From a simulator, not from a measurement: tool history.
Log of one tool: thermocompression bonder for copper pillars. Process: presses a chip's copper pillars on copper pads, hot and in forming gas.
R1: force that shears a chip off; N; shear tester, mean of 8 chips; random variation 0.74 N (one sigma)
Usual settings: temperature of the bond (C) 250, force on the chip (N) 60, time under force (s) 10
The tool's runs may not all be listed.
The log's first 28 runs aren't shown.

{"run": 29, "day": 75.333, "temperature of the bond (C)": 225, "force on the chip (N)": 39, "time under force (s)": 10, "R1": 26.2}
{"run": 30, "day": 77.338, "temperature of the bond (C)": 223, "force on the chip (N)": 46, "time under force (s)": 9, "R1": 28.2}
{"run": 31, "day": 81.271, "temperature of the bond (C)": 276, "force on the chip (N)": 58, "time under force (s)": 16, "R1": 81.9}
{"run": 32, "day": 84.138, "temperature of the bond (C)": 250, "force on the chip (N)": 60, "time under force (s)": 25, "R1": 73.1}
{"run": 33, "day": 87.792, "temperature of the bond (C)": 225, "force on the chip (N)": 87, "time under force (s)": 10, "R1": 47.1}
{"day": 88.946, "done": "force cell calibrated"}
{"run": 34, "day": 90.817, "temperature of the bond (C)": 225, "force on the chip (N)": 87, "time under force (s)": 10, "R1": 48.4}
{"day": 93.508, "done": "forming gas filter changed"}
{"run": 35, "day": 93.988, "temperature of the bond (C)": 225, "force on the chip (N)": 87, "time under force (s)": 10, "R1": 48.6}
{"run": 36, "day": 95.783, "temperature of the bond (C)": 279, "force on the chip (N)": 46, "time under force (s)": 28, "R1": 85.7}
{"run": 37, "day": 98.021, "temperature of the bond (C)": 250, "force on the chip (N)": 51, "time under force (s)": 10, "R1": 49.4}
{"run": 38, "day": 101.483, "temperature of the bond (C)": 250, "force on the chip (N)": 51, "time under force (s)": 10, "R1": 48.6}
{"run": 39, "day": 105.075, "temperature of the bond (C)": 248, "force on the chip (N)": 41, "time under force (s)": 10, "R1": 40.1}
{"run": 40, "day": 108.938, "temperature of the bond (C)": 248, "force on the chip (N)": 41, "time under force (s)": 10, "R1": 40.4}

3 ways to go on from here, each from the tool as it stands after run 40. What would each give?
{"run": "A", "day": 112.425, "temperature of the bond (C)": 261, "force on the chip (N)": 71, "time under force (s)": 18, "R1": "?"}
{"run": "B", "day": 112.425, "temperature of the bond (C)": 248, "force on the chip (N)": 68, "time under force (s)": 10, "R1": "?"}
{"run": "C", "day": 112.425, "temperature of the bond (C)": 231, "force on the chip (N)": 36, "time under force (s)": 16, "R1": "?"}

run=A R1=80.9
run=B R1=57.8
run=C R1=33.9
Without the tool's hidden state the same runs would have given:
run=A R1=81.1
run=B R1=57.9
run=C R1=33.9

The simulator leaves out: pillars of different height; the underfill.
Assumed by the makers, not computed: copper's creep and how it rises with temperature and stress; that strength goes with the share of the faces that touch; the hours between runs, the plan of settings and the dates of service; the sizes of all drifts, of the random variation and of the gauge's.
